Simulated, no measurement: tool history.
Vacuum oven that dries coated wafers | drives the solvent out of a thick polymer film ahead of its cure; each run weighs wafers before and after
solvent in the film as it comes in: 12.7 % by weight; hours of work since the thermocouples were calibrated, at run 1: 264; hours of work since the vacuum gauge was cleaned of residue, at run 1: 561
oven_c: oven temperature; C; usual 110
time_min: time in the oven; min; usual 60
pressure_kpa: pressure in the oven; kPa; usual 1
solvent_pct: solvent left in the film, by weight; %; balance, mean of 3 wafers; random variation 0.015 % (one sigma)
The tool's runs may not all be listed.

| run | hour | oven_c | time_min | pressure_kpa | hours of work since the thermocouples were calibrated | hours of work since the vacuum gauge was cleaned of residue | solvent_pct |
|---|---|---|---|---|---|---|---|
| 1 | 0 | 110 | 60 | 1 | 264 | 561 | 0.64 |
| 2 | 11.9 | 110 | 60 | 1 | 273 | 570 | 0.67 |
| 3 | 27.5 | 110 | 100 | 1 | 285 | 582 | 0.32 |
| 4 | 45.8 | 110 | 100 | 1 | 300 | 596 | 0.29 |
| 5 | 55.1 | 110 | 60 | 1 | 307 | 603 | 0.62 |
| 6 | 69.6 | 110 | 71 | 1 | 318 | 615 | 0.46 |
| 7 | 77.5 | 110 | 71 | 1 | 324 | 621 | 0.45 |
| 8 | 93 | 110 | 71 | 1 | 336 | 633 | 0.45 |
| 9 | 107.9 | 110 | 86 | 1 | 348 | 644 | 0.34 |
| 10 | 126 | 110 | 86 | 1 | 362 | 658 | 0.34 |
| 11 | 134.7 | 110 | 86 | 1 | 369 | 665 | 0.34 |
| 12 | 142.5 | 110 | 60 | 3.22 | 375 | 671 | 1.15 |
| 13 | 161.4 | 110 | 60 | 3.22 | 389 | 686 | 1.15 |
| 14 | 171.6 | 110 | 60 | 1 | 397 | 694 | 0.64 |
| 15 | 181.7 | 110 | 60 | 1 | 405 | 702 | 0.66 |
| 16 | 196.2 | 110 | 60 | 1 | 416 | 713 | 0.64 |
| 17 | 214.2 | 110 | 60 | 1 | 430 | 727 | 0.64 |
| 18 | 229.2 | 110 | 60 | 1 | 442 | 739 | 0.63 |
| 19 | 237.8 | 110 | 60 | 1 | 449 | 745 | 0.62 |
| 20 | 249.3 | 110 | 60 | 1 | 458 | 754 | 0.64 |
| 21 | 262.4 | 110 | 67 | 1 | 468 | 764 | 0.51 |
| 22 | 275.6 | 110 | 67 | 1 | 478 | 775 | 0.53 |
|  | 278.8 | oven's thermocouples calibrated |
| 23 | 293.8 | 110 | 89 | 1 | 12 | 787 | 0.36 |
| 24 | 312.8 | 108 | 54 | 1 | 26 | 802 | 0.94 |
| 25 | 328 | 119 | 54 | 0.61 | 38 | 814 | 0.25 |
| 26 | 336.9 | 101 | 54 | 0.61 | 45 | 821 | 1.7 |
| 27 | 352.3 | 112 | 60 | 3 | 57 | 833 | 0.94 |
|  | 361.6 | oven's thermocouples calibrated, once more |
| 28 | 369.4 | 110 | 48 | 0.79 | 6 | 844 | 0.97 |
| 29 | 381.4 | 110 | 53 | 0.79 | 15 | 854 | 0.82 |
| 30 | 390.7 | 119 | 35 | 1.47 | 23 | 861 | 0.87 |
| 31 | 403.5 | 119 | 35 | 1.47 | 33 | 871 | 0.87 |
| 32 | 411.6 | 112 | 50 | 1.66 | 39 | 877 | 0.91 |
| 33 | 420.8 | 110 | 60 | 2.97 | 46 | 884 | 1.11 |
| 34 | 433.1 | 110 | 60 | 2.97 | 56 | 894 | 1.12 |
| 35 | 446.2 | 110 | 90 | 2.86 | 66 | 904 | 0.77 |
| 36 | 465.2 | 98 | 63 | 1.39 | 80 | 919 | 1.99 |
| 37 | 480.1 | 98 | 63 | 1.39 | 92 | 930 | 2.02 |
| 38 | 497.1 | 110 | 91 | 3.67 | 105 | 943 | 0.95 |
| 39 | 504.8 | 105 | 66 | 2.24 | 111 | 949 | 1.22 |
| 40 | 522.3 | 105 | 66 | 2.24 | 125 | 963 | 1.25 |
| 41 | 531.4 | 102 | 60 | 2.86 | 132 | 970 | 1.95 |
| 42 | 546 | 110 | 43 | 0.51 | 143 | 981 | 1.15 |
| 43 | 562.7 | 110 | 32 | 1.65 | 156 | 994 | 2.16 |
| 44 | 576.8 | 108 | 51 | 0.73 | 167 | 1005 | 1.04 |
| 45 | 588.2 | 108 | 45 | 1.33 | 176 | 1014 | 1.44 |
| 46 | 600.7 | 116 | 72 | 0.84 | 186 | 1024 | 0.27 |

5 ways to go on from here, each from the tool as it stands after run 46. What would each give?
| A | 612.9 | 119 | 101 | 0.67 | 195 | 1033 | ? |
| B | 612.9 | 123 | 60 | 1 | 195 | 1033 | ? |
| C | 612.9 | 110 | 64 | 1 | 195 | 1033 | ? |
| D | 612.9 | 119 | 34 | 1 | 195 | 1033 | ? |
| E | 612.9 | 96 | 100 | 0.53 | 195 | 1033 | ? |

| run | solvent_pct |
|---|---|
| A | 0.15 |
| B | 0.17 |
| C | 0.58 |
| D | 0.79 |
| E | 0.88 |
Without the tool's hidden state the same runs would have given:
| run | solvent_pct |
|---|---|
| A | 0.12 |
| B | 0.14 |
| C | 0.56 |
| D | 0.79 |
| E | 0.85 |

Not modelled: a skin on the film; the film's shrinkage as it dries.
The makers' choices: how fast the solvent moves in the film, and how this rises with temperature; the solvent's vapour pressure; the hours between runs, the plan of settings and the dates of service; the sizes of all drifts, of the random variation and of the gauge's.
